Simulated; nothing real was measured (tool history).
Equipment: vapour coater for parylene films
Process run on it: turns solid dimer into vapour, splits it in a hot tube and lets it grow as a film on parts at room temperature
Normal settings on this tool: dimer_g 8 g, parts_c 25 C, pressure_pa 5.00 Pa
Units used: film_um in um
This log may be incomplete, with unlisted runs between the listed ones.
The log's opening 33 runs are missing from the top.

run    hour  dimer_g  parts_c  pressure_pa  hours of work since the trap's valve was overhauled  hours of work since the table's thermometer was calibrated  film_um
 34  1483.3       10       26         4.00                                                  125                                                         369     1.68
 35  1520.7       12       26         5.00                                                  145                                                         389     1.97
 36  1551.5       12       26         5.00                                                  161                                                         405     1.93
 37  1578.1       12       26         5.00                                                  175                                                         420     1.93
 38  1631.0        7       24         5.30                                                  203                                                         447     1.22
 39  1682.7        7       24         5.30                                                  230                                                         475     1.22
 40  1736.7       12       28         2.16                                                  259                                                         503     1.99
     1784.2  -- trap's valve overhauled
 41  1787.1       12       28         2.16                                                    2                                                         528     2.20
 42  1823.9       11       25         6.46                                                   21                                                         547     1.85
 43  1878.2        6       24         2.51                                                   50                                                         576     1.29
 44  1931.3        6       25         3.82                                                   78                                                         604     1.09
 45  1963.3        3       23         5.00                                                   95                                                         621     0.59
 46  2026.2        5       21         9.08                                                  128                                                         655     0.92
 47  2074.3        8       17         5.00                                                  154                                                         680     1.97

Each row is a separate what-if for the run after 47, all from the same tool condition, not one after another. Results?
  A  2107.6       10       17         5.00                                                  171                                                         698        ?
  B  2107.6       11       22         7.35                                                  171                                                         698        ?
  C  2107.6        4       27         5.00                                                  171                                                         698        ?

run  film_um
  A     2.41
  B     1.98
  C     0.61
What these runs would have given with no unlogged condition in the tool:
run  film_um
  A     2.62
  B     2.15
  C     0.66
